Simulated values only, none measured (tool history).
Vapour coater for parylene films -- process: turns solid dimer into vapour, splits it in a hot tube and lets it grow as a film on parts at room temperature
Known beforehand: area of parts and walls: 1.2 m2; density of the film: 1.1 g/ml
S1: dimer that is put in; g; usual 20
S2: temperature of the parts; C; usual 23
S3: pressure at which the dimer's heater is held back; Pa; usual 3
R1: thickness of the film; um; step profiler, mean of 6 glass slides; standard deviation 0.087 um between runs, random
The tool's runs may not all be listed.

| run | hour | S1 | S2 | S3 | R1 |
|---|---|---|---|---|---|
| 1 | 0 | 20 | 23 | 3 | 10.94 |
| 2 | 10.5 | 20 | 23 | 3 | 11.03 |
| 3 | 19.9 | 20 | 23 | 11.57 | 10.2 |
| 4 | 30.4 | 20 | 17 | 11.57 | 13.73 |
|  | 45.8 | trap's valve overhauled |
| 5 | 49.7 | 20 | 17 | 11.57 | 14.35 |
| 6 | 59.7 | 20 | 17 | 11.57 | 14.32 |
| 7 | 69.1 | 32 | 23 | 3 | 18.14 |
| 8 | 86.1 | 32 | 23 | 3 | 18.13 |
| 9 | 98.8 | 32 | 23 | 3 | 18.16 |
| 10 | 112.3 | 32 | 23 | 3 | 17.85 |
| 11 | 129.9 | 32 | 23 | 3 | 17.75 |
| 12 | 137.4 | 32 | 23 | 3 | 17.97 |
| 13 | 149.8 | 32 | 23 | 3 | 17.93 |
| 14 | 160.2 | 20 | 23 | 3 | 11.1 |
| 15 | 170.7 | 20 | 23 | 3 | 11.19 |
| 16 | 178.9 | 36 | 28 | 3 | 15.38 |
| 17 | 195.5 | 16 | 16 | 2.34 | 11.68 |
| 18 | 213.3 | 16 | 17 | 10.56 | 11.08 |
| 19 | 225.6 | 26 | 29 | 6.56 | 10.18 |
| 20 | 237.9 | 8 | 26 | 4.97 | 3.69 |
| 21 | 254.7 | 17 | 16 | 7.28 | 12.16 |
| 22 | 268.6 | 17 | 16 | 7.28 | 12.19 |
| 23 | 283 | 10 | 29 | 7.03 | 3.87 |
| 24 | 293 | 10 | 29 | 5.76 | 3.99 |
| 25 | 310.9 | 14 | 18 | 4.47 | 9.42 |
| 26 | 325.4 | 30 | 23 | 3.02 | 16.26 |
| 27 | 338.9 | 18 | 20 | 10.97 | 10.55 |
|  | 352.5 | trap's valve overhauled |
| 28 | 357.4 | 18 | 20 | 10.97 | 10.96 |
| 29 | 375.2 | 11 | 30 | 4.37 | 4.28 |

Difference, measured minus no-hidden-state, one row per run. Run-to-run variation is common to both terms; the gauge's own scatter need not be:
Unlogged tool condition in this case: vapour lost through the trap's worn valve, %; true temperature of the parts over the reading, C; drift of the gauge itself on film_um, %.
| run | R1 |
|---|---|
| 1 | -0.7 |
| 2 | -0.74 |
| 3 | -0.71 |
| 4 | -0.98 |
| 5 | -0.31 |
| 6 | -0.33 |
| 7 | -0.45 |
| 8 | -0.51 |
| 9 | -0.57 |
| 10 | -0.6 |
| 11 | -0.66 |
| 12 | -0.69 |
| 13 | -0.74 |
| 14 | -0.48 |
| 15 | -0.51 |
| 16 | -0.72 |
| 17 | -0.36 |
| 18 | -0.6 |
| 19 | -0.58 |
| 20 | -0.21 |
| 21 | -0.52 |
| 22 | -0.55 |
| 23 | -0.27 |
| 24 | -0.28 |
| 25 | -0.7 |
| 26 | -1.26 |
| 27 | -0.85 |
| 28 | -0.34 |
| 29 | -0.15 |

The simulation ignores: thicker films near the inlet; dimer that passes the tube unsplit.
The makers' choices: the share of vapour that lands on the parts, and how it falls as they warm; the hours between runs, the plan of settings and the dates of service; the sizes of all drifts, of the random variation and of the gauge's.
